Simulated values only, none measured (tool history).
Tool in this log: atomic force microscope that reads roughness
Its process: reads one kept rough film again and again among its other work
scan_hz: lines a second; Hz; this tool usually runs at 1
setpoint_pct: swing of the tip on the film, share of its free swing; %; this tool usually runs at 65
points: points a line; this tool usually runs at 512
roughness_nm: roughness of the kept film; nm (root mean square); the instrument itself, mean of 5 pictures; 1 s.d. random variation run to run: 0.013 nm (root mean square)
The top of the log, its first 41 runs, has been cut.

run,day,scan_hz,setpoint_pct,points,pictures with this tip,hours of work since the height scale was calibrated,roughness_nm
42,45.671,0.75,55,350,164,574,3.18
43,46.375,0.75,55,350,182,581,3.14
44,47.6,0.77,65,512,213,594,3.129
45,48.938,0.77,58,384,247,608,3.161
46,49.621,1.75,62,512,264,615,3.07
47,50.962,2.33,62,703,299,629,3.019
48,52.262,2.33,88,356,332,643,2.608
49,53.525,2.48,76,580,364,656,2.819
# day 53.892: new tip fitted
50,54.392,1,65,359,12,665,3.127
51,55.796,2.65,63,359,48,680,2.979
52,57.35,2.65,63,359,88,696,2.995

Consider 5 possible next runs. They are alternatives, not a sequence: every one starts from the tool as it was left by run 52. What does each give?
A,58.604,1,77,259,120,709,?
B,58.604,0.55,68,854,120,709,?
C,58.604,3.02,73,727,120,709,?
D,58.604,2.65,76,605,120,709,?
E,58.604,0.74,58,548,120,709,?

run,roughness_nm
A,2.987
B,3.133
C,2.819
D,2.793
E,3.169
Without the tool's unlogged condition, the same runs would have read:
run,roughness_nm
A,2.99
B,3.136
C,2.822
D,2.796
E,3.172

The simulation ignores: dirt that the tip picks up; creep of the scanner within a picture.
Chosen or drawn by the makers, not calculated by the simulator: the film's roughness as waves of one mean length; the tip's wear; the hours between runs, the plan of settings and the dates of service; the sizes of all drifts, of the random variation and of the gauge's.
